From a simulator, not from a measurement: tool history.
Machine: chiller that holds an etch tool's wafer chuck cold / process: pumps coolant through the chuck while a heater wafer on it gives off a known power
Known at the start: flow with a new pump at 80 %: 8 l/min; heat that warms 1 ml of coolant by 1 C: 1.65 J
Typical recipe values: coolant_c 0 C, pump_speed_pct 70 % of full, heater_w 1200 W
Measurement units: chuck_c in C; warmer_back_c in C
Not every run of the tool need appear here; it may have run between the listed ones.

| run | hour | coolant_c | pump_speed_pct | heater_w | chuck_c | warmer_back_c |
|---|---|---|---|---|---|---|
| 1 | 0.0 | 0 | 70 | 1200 | 15.4 | 6.99 |
| 2 | 188.4 | 0 | 70 | 1200 | 15.7 | 6.92 |
| 3 | 325.9 | 0 | 70 | 1200 | 15.7 | 6.92 |
| 4 | 453.5 | 0 | 70 | 1200 | 15.7 | 6.93 |
| 5 | 649.4 | 0 | 70 | 1200 | 15.9 | 6.90 |
| 6 | 867.0 | 0 | 70 | 1200 | 14.9 | 6.40 |
| 7 | 1073.8 | -4 | 70 | 1200 | 10.9 | 6.46 |
| 8 | 1229.5 | -4 | 70 | 1200 | 10.9 | 6.42 |
| 9 | 1336.5 | -4 | 70 | 1200 | 11.1 | 6.51 |
| 10 | 1480.0 | 0 | 70 | 1200 | 14.9 | 6.44 |
| 11 | 1576.4 | 0 | 91 | 1200 | 12.1 | 4.77 |
| 12 | 1784.5 | 0 | 70 | 1200 | 15.3 | 6.53 |
| 13 | 1988.1 | 0 | 70 | 1200 | 15.1 | 6.42 |
| 14 | 2117.1 | 0 | 65 | 1200 | 16.1 | 7.14 |
| 15 | 2322.8 | 3 | 71 | 1236 | 18.4 | 6.59 |
| 16 | 2415.5 | 3 | 71 | 1236 | 18.3 | 6.68 |
| 17 | 2548.3 | -5 | 100 | 1200 | 6.2 | 4.40 |
| 18 | 2672.1 | -5 | 100 | 1200 | 7.1 | 4.39 |
| 19 | 2810.0 | 8 | 98 | 891 | 16.9 | 3.29 |
| 20 | 2968.4 | 2 | 83 | 656 | 9.8 | 3.01 |
| 21 | 3103.2 | 0 | 95 | 804 | 7.9 | 3.11 |
| 22 | 3315.0 | 0 | 95 | 804 | 7.9 | 3.15 |
| 23 | 3442.2 | 0 | 63 | 804 | 10.7 | 5.01 |
| 24 | 3636.0 | 10 | 69 | 1041 | 23.3 | 5.90 |
| 25 | 3787.9 | 10 | 69 | 1041 | 23.2 | 5.90 |
| 26 | 3940.9 | 0 | 90 | 1200 | 12.2 | 4.92 |
| 27 | 4148.6 | -4 | 89 | 1200 | 8.3 | 5.13 |

Taken out of this log: 4 entries between the listed runs. Where each belongs, and how the hidden state differs across it:
Run 5 -> run 6: coolant pump overhauled (hour 777.5)
  heat passed by the chuck's channels, % of clean ones': 94.6 -> 94.2; flow at a given pump speed, % of a new pump's: 91.6 -> 99.5; coolant's true temperature over the reading, C: -0.23 -> -0.25
  measured minus no-state result, chuck_c: +1.3 -> +0.5 C; warmer_back_c: +0.58 -> +0.03 C
Run 12 -> run 13: chiller's thermometer calibrated (hour 1946.3)
  heat passed by the chuck's channels, % of clean ones': 92.5 -> 92.2; flow at a given pump speed, % of a new pump's: 98.1 -> 97.8; coolant's true temperature over the reading, C: -0.35 -> -0.57
  measured minus no-state result, chuck_c: +0.7 -> +0.6 C; warmer_back_c: +0.13 -> +0.14 C
Run 17 -> run 18: chiller's thermometer calibrated, once more (hour 2595.8)
  heat passed by the chuck's channels, % of clean ones': 91.2 -> 90.9; flow at a given pump speed, % of a new pump's: 97 -> 96.8; coolant's true temperature over the reading, C: -0.62 -> 0.03
  measured minus no-state result, chuck_c: +0.4 -> +1.1 C; warmer_back_c: +0.13 -> +0.14 C
Run 20 -> run 21: coolant changed, channels flushed (hour 3092.5)
  heat passed by the chuck's channels, % of clean ones': 90.4 -> 99.2; flow at a given pump speed, % of a new pump's: 96.3 -> 96.1; coolant's true temperature over the reading, C: 0 -> -0.01
  measured minus no-state result, chuck_c: +0.7 -> +0.2 C; warmer_back_c: +0.11 -> +0.12 C

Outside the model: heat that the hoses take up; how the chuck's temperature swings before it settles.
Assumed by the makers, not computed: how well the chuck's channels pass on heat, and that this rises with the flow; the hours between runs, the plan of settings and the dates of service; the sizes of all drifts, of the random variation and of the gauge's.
